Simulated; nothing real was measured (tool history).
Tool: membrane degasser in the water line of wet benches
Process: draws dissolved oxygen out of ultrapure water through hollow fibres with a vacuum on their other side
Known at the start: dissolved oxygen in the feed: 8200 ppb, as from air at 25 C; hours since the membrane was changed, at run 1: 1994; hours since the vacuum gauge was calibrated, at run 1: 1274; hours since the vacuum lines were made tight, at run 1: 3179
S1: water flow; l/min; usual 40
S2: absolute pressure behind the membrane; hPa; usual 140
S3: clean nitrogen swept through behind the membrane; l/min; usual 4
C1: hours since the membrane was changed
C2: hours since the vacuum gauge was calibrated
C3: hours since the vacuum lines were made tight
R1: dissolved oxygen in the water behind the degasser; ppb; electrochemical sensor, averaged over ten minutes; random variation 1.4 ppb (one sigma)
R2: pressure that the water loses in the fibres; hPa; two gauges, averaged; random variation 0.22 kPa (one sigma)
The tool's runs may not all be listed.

Run 1, hour 0: usual settings; C1 1994; C2 1274; C3 3179. Result: R1 257.1 ppb, R2 542.1 hPa.
Run 2, hour 52.4: usual settings; C1 2046; C2 1326; C3 3232. Result: R1 260.2 ppb, R2 544.8 hPa.
Run 3, hour 109.5: usual settings; C1 2103; C2 1383; C3 3289. Result: R1 257.1 ppb, R2 543.2 hPa.
Run 4, hour 163.8: usual settings; C1 2157; C2 1437; C3 3343. Result: R1 256.4 ppb, R2 542.2 hPa.
At hour 168.6: vacuum gauge calibrated.
Run 5, hour 241.8: usual settings but S1 26 l/min; C1 2235; C2 73; C3 3420. Result: R1 169.3 ppb, R2 355.7 hPa.
Run 6, hour 318.2: usual settings but S1 26 l/min; C1 2311; C2 150; C3 3497. Result: R1 168.6 ppb, R2 352.8 hPa.
Run 7, hour 392.6: usual settings; C1 2386; C2 224; C3 3571. Result: R1 256 ppb, R2 546.9 hPa.
At hour 469.4: vacuum gauge calibrated, once more.
Run 8, hour 469.4: usual settings but S1 54 l/min, S2 106 hPa, S3 2.91 l/min; C1 2462; C2 0; C3 3648. Result: R1 322.3 ppb, R2 737.7 hPa.
Run 9, hour 556.5: usual settings but S1 32 l/min, S2 89 hPa, S3 7.41 l/min; C1 2549; C2 87; C3 3735. Result: R1 63 ppb, R2 438.1 hPa.
Run 10, hour 599.8: usual settings but S1 43 l/min, S2 181 hPa, S3 7.41 l/min; C1 2592; C2 130; C3 3778. Result: R1 215 ppb, R2 583.2 hPa.
Run 11, hour 666.7: usual settings but S1 55 l/min, S2 135 hPa, S3 2.18 l/min; C1 2659; C2 197; C3 3845. Result: R1 559.3 ppb, R2 754.1 hPa.
Run 12, hour 727: usual settings but S1 42 l/min, S2 135 hPa, S3 3.64 l/min; C1 2720; C2 258; C3 3905. Result: R1 279.6 ppb, R2 572.6 hPa.
Run 13, hour 791: usual settings but S2 111 hPa, S3 8.52 l/min; C1 2784; C2 322; C3 3969. Result: R1 96.6 ppb, R2 545.1 hPa.

Hidden state or all else? Some run-to-run changes of R1, split into what the settings, what came in and random variation would give without the hidden state, and what is left for the hidden state (with any gauge scatter that isn't in both results):
The hidden state here: membrane still open, %; true pressure behind the membrane over the reading, kPa; air that leaks in behind the membrane, l/min; drift of the gauge itself on oxygen_ppb, %; drift of the gauge itself on loss_of_pressure_kpa, %.
Run 8 -> 9: S1 54 -> 32, S2 106 -> 89, S3 2.91 -> 7.41. R1 -259.3 ppb: hidden state -1.6, all else -257.7.
Run 10 -> 11: S1 43 -> 55, S2 181 -> 135, S3 7.41 -> 2.18. R1 +344.3 ppb: hidden state +1.5, all else +342.8.

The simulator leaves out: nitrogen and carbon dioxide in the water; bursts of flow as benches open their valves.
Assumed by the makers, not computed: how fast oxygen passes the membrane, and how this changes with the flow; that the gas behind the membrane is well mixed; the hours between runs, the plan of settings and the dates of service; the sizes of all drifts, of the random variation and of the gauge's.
